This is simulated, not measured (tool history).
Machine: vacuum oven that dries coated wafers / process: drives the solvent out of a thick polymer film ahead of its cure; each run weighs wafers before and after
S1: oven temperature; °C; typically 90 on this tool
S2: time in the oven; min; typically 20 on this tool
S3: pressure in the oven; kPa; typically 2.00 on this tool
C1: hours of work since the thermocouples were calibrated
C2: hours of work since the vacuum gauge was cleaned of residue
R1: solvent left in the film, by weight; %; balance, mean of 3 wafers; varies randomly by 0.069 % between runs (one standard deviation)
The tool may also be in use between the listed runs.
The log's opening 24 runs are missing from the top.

run   hour   S1  S2    S3   C1    C2     R1
 25  629.4   90  24  2.00  145  1018   4.02
 26  653.4   90  10  1.24  159  1031   8.98
 27  690.1   83  21  1.29  179  1051   6.48
 28  727.2  104  12  1.29  200  1072   3.53
 29  751.0   87  23  1.47  213  1085   4.63
 30  777.1   77  11  1.03  227  1100  12.61
 31  801.0  105  13  1.03  241  1113   2.71
 32  837.3  105  33  1.03  261  1133   0.64
 33  864.8   81  18  6.35  276  1148  12.73
 34  900.9   81  18  6.35  296  1168  12.68
 35  928.1   81  18  6.35  311  1184  12.51
 36  953.1   81  18  6.35  325  1197  12.71
 37  983.6   81  18  6.35  342  1214  12.43
 38  999.8   92  23  3.12  351  1223   4.52

Branching from run 38: 4 alternative next runs. What would each branch give?
  A  1020.8  98  14  2.00  363  1235   ?
  B  1020.8  79  10  2.66  363  1235   ?
  C  1020.8  92  23  7.26  363  1235   ?
  D  1020.8  90  19  3.61  363  1235   ?

run     R1
  A   4.56
  B  13.59
  C   7.59
  D   6.52
What these runs would have given with no unlogged condition in the tool:
run     R1
  A   4.32
  B  13.30
  C   7.28
  D   6.21
